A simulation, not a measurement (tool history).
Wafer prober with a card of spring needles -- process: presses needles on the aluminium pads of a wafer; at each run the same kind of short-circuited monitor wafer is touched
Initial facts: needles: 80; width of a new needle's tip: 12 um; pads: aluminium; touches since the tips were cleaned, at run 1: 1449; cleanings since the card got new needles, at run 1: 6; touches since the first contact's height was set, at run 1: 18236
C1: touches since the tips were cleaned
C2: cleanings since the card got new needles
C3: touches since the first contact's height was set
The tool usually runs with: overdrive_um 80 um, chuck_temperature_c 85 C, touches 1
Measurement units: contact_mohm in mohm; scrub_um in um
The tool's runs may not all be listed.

run 1 day=0.000 | overdrive_um=80 chuck_temperature_c=85 touches=1 | C1=1449 C2=6 C3=18236 | contact_mohm=166 scrub_um=19.88
-- day=0.146 tips cleaned on abrasive film
-- day=0.433 tips cleaned on abrasive film
-- day=0.721 tips cleaned on abrasive film
-- day=1.008 tips cleaned on abrasive film
-- day=1.292 tips cleaned on abrasive film
-- day=1.579 tips cleaned on abrasive film
-- day=1.867 tips cleaned on abrasive film
run 2 day=1.938 | overdrive_um=80 chuck_temperature_c=85 touches=1 | C1=656 C2=13 C3=36349 | contact_mohm=165 scrub_um=19.66
-- day=2.225 tips cleaned on abrasive film
-- day=2.579 tips cleaned on abrasive film
-- day=2.867 tips cleaned on abrasive film
-- day=3.154 tips cleaned on abrasive film
-- day=3.442 tips cleaned on abrasive film
run 3 day=3.458 | overdrive_um=80 chuck_temperature_c=85 touches=1 | C1=161 C2=18 C3=50611 | contact_mohm=160 scrub_um=19.77
-- day=3.746 tips cleaned on abrasive film
-- day=4.033 tips cleaned on abrasive film
-- day=4.321 tips cleaned on abrasive film
-- day=4.679 tips cleaned on abrasive film
-- day=4.962 tips cleaned on abrasive film
-- day=5.250 tips cleaned on abrasive film
run 4 day=5.304 | overdrive_um=70 chuck_temperature_c=85 touches=1 | C1=518 C2=24 C3=67917 | contact_mohm=161 scrub_um=17.16
-- day=5.592 tips cleaned on abrasive film
-- day=5.879 tips cleaned on abrasive film
-- day=6.238 tips cleaned on abrasive film
-- day=6.525 tips cleaned on abrasive film
-- day=6.883 tips cleaned on abrasive film
-- day=7.171 tips cleaned on abrasive film
-- day=7.458 tips cleaned on abrasive film
run 5 day=7.675 | overdrive_um=70 chuck_temperature_c=36 touches=1 | C1=2071 C2=31 C3=90133 | contact_mohm=164 scrub_um=17.01
-- day=7.750 tips cleaned on abrasive film
-- day=7.762 height of the first contact set anew
-- day=8.121 tips cleaned on abrasive film
-- day=8.408 tips cleaned on abrasive film
-- day=8.692 tips cleaned on abrasive film
-- day=8.979 tips cleaned on abrasive film
run 6 day=9.221 | overdrive_um=70 chuck_temperature_c=36 touches=1 | C1=2264 C2=36 C3=13679 | contact_mohm=163 scrub_um=16.66
-- day=9.296 tips cleaned on abrasive film
-- day=9.650 tips cleaned on abrasive film
-- day=9.938 tips cleaned on abrasive film
-- day=10.296 tips cleaned on abrasive film
-- day=10.583 tips cleaned on abrasive film
-- day=10.871 tips cleaned on abrasive film
-- day=11.158 tips cleaned on abrasive film
run 7 day=11.250 | overdrive_um=69 chuck_temperature_c=85 touches=1 | C1=888 C2=43 C3=32698 | contact_mohm=165 scrub_um=16.29
-- day=11.467 tips cleaned on abrasive film
-- day=11.825 tips cleaned on abrasive film
-- day=12.183 tips cleaned on abrasive film
-- day=12.471 tips cleaned on abrasive film
-- day=12.825 tips cleaned on abrasive film
-- day=13.112 tips cleaned on abrasive film
-- day=13.400 tips cleaned on abrasive film
run 8 day=13.421 | overdrive_um=80 chuck_temperature_c=85 touches=1 | C1=205 C2=50 C3=53048 | contact_mohm=162 scrub_um=18.97
-- day=13.708 tips cleaned on abrasive film
-- day=13.996 tips cleaned on abrasive film
-- day=14.354 tips cleaned on abrasive film
-- day=14.642 tips cleaned on abrasive film
-- day=14.929 tips cleaned on abrasive film
run 9 day=15.050 | overdrive_um=80 chuck_temperature_c=111 touches=1 | C1=1145 C2=55 C3=68293 | contact_mohm=167 scrub_um=19.02
-- day=15.267 tips cleaned on abrasive film
-- day=15.550 tips cleaned on abrasive film
-- day=15.908 tips cleaned on abrasive film
-- day=16.196 tips cleaned on abrasive film
-- day=16.483 tips cleaned on abrasive film
run 10 day=16.596 | overdrive_um=80 chuck_temperature_c=111 touches=1 | C1=1088 C2=60 C3=82811 | contact_mohm=170 scrub_um=18.78
-- day=16.812 tips cleaned on abrasive film
-- day=17.100 tips cleaned on abrasive film
-- day=17.458 tips cleaned on abrasive film
-- day=17.817 tips cleaned on abrasive film
-- day=18.104 tips cleaned on abrasive film
-- day=18.392 tips cleaned on abrasive film
run 11 day=18.483 | overdrive_um=97 chuck_temperature_c=85 touches=1 | C1=891 C2=66 C3=100489 | contact_mohm=163 scrub_um=23.07
-- day=18.700 tips cleaned on abrasive film
-- day=18.988 tips cleaned on abrasive film
-- day=19.275 tips cleaned on abrasive film
-- day=19.633 tips cleaned on abrasive film
-- day=19.921 tips cleaned on abrasive film
-- day=20.204 tips cleaned on abrasive film
-- day=20.492 tips cleaned on abrasive film
-- day=20.779 tips cleaned on abrasive film
run 12 day=20.783 | overdrive_um=92 chuck_temperature_c=63 touches=2 | C1=14 C2=74 C3=121993 | contact_mohm=152 scrub_um=21.42
-- day=21.071 tips cleaned on abrasive film
-- day=21.425 tips cleaned on abrasive film
-- day=21.712 tips cleaned on abrasive film
-- day=22.071 tips cleaned on abrasive film
-- day=22.429 tips cleaned on abrasive film
-- day=22.788 tips cleaned on abrasive film
-- day=23.146 tips cleaned on abrasive film
-- day=23.429 tips cleaned on abrasive film
-- day=23.717 tips cleaned on abrasive film
run 13 day=23.842 | overdrive_um=78 chuck_temperature_c=85 touches=1 | C1=1187 C2=83 C3=150713 | contact_mohm=169 scrub_um=18.06
-- day=23.996 height of the first contact set anew, once more
-- day=24.071 tips cleaned on abrasive film
-- day=24.358 tips cleaned on abrasive film
-- day=24.646 tips cleaned on abrasive film
-- day=24.933 tips cleaned on abrasive film
-- day=25.221 tips cleaned on abrasive film
-- day=25.579 tips cleaned on abrasive film
run 14 day=25.750 | overdrive_um=78 chuck_temperature_c=85 touches=1 | C1=1649 C2=89 C3=16422 | contact_mohm=167 scrub_um=19.38
-- day=25.896 tips cleaned on abrasive film
-- day=26.183 tips cleaned on abrasive film
-- day=26.471 tips cleaned on abrasive film
-- day=26.829 tips cleaned on abrasive film
-- day=27.117 tips cleaned on abrasive film
-- day=27.404 tips cleaned on abrasive film
-- day=27.688 tips cleaned on abrasive film
-- day=27.975 tips cleaned on abrasive film
-- day=28.333 tips cleaned on abrasive film
-- day=28.679 tips cleaned on abrasive film
run 15 day=28.679 | overdrive_um=78 chuck_temperature_c=27 touches=3 | C1=0 C2=99 C3=43852 | contact_mohm=149 scrub_um=19.41
-- day=28.967 tips cleaned on abrasive film
-- day=29.325 tips cleaned on abrasive film
-- day=29.683 tips cleaned on abrasive film
-- day=29.971 tips cleaned on abrasive film
-- day=30.329 tips cleaned on abrasive film
-- day=30.617 tips cleaned on abrasive film
-- day=30.971 tips cleaned on abrasive film
-- day=31.258 tips cleaned on abrasive film
-- day=31.546 tips cleaned on abrasive film
-- day=31.833 tips cleaned on abrasive film
run 16 day=32.012 | overdrive_um=61 chuck_temperature_c=61 touches=2 | C1=1714 C2=109 C3=75111 | contact_mohm=166 scrub_um=14.80

Predict each of these 5 candidate next runs independently; none follows another, all start after run 16:
-- day=32.158 tips cleaned on abrasive film
-- day=32.446 tips cleaned on abrasive film
-- day=32.733 tips cleaned on abrasive film
-- day=33.021 tips cleaned on abrasive film
-- day=33.308 tips cleaned on abrasive film
-- day=33.596 tips cleaned on abrasive film
-- day=33.879 tips cleaned on abrasive film
-- day=34.167 tips cleaned on abrasive film
-- day=34.454 tips cleaned on abrasive film
-- day=34.812 tips cleaned on abrasive film
run A day=34.996 | overdrive_um=66 chuck_temperature_c=85 touches=1 | C1=1734 C2=119 C3=103034 | contact_mohm=? scrub_um=?
-- day=32.158 tips cleaned on abrasive film
-- day=32.446 tips cleaned on abrasive film
-- day=32.733 tips cleaned on abrasive film
-- day=33.021 tips cleaned on abrasive film
-- day=33.308 tips cleaned on abrasive film
-- day=33.596 tips cleaned on abrasive film
-- day=33.879 tips cleaned on abrasive film
-- day=34.167 tips cleaned on abrasive film
-- day=34.454 tips cleaned on abrasive film
-- day=34.812 tips cleaned on abrasive film
run B day=34.996 | overdrive_um=71 chuck_temperature_c=31 touches=1 | C1=1734 C2=119 C3=103034 | contact_mohm=? scrub_um=?
-- day=32.158 tips cleaned on abrasive film
-- day=32.446 tips cleaned on abrasive film
-- day=32.733 tips cleaned on abrasive film
-- day=33.021 tips cleaned on abrasive film
-- day=33.308 tips cleaned on abrasive film
-- day=33.596 tips cleaned on abrasive film
-- day=33.879 tips cleaned on abrasive film
-- day=34.167 tips cleaned on abrasive film
-- day=34.454 tips cleaned on abrasive film
-- day=34.812 tips cleaned on abrasive film
run C day=34.996 | overdrive_um=91 chuck_temperature_c=29 touches=1 | C1=1734 C2=119 C3=103034 | contact_mohm=? scrub_um=?
-- day=32.158 tips cleaned on abrasive film
-- day=32.446 tips cleaned on abrasive film
-- day=32.733 tips cleaned on abrasive film
-- day=33.021 tips cleaned on abrasive film
-- day=33.308 tips cleaned on abrasive film
-- day=33.596 tips cleaned on abrasive film
-- day=33.879 tips cleaned on abrasive film
-- day=34.167 tips cleaned on abrasive film
-- day=34.454 tips cleaned on abrasive film
-- day=34.812 tips cleaned on abrasive film
run D day=34.996 | overdrive_um=93 chuck_temperature_c=121 touches=2 | C1=1734 C2=119 C3=103034 | contact_mohm=? scrub_um=?
-- day=32.158 tips cleaned on abrasive film
-- day=32.446 tips cleaned on abrasive film
-- day=32.733 tips cleaned on abrasive film
-- day=33.021 tips cleaned on abrasive film
-- day=33.308 tips cleaned on abrasive film
-- day=33.596 tips cleaned on abrasive film
-- day=33.879 tips cleaned on abrasive film
-- day=34.167 tips cleaned on abrasive film
-- day=34.454 tips cleaned on abrasive film
-- day=34.812 tips cleaned on abrasive film
run E day=34.996 | overdrive_um=61 chuck_temperature_c=61 touches=3 | C1=1734 C2=119 C3=103034 | contact_mohm=? scrub_um=?

run=A contact_mohm=175 scrub_um=15.81
run=B contact_mohm=165 scrub_um=17.14
run=C contact_mohm=154 scrub_um=22.22
run=D contact_mohm=170 scrub_um=22.61
run=E contact_mohm=163 scrub_um=14.75
With no hidden state in the tool, these same runs would have given:
run=A contact_mohm=161 scrub_um=16.32
run=B contact_mohm=151 scrub_um=17.65
run=C contact_mohm=146 scrub_um=22.73
run=D contact_mohm=168 scrub_um=23.12
run=E contact_mohm=157 scrub_um=15.26
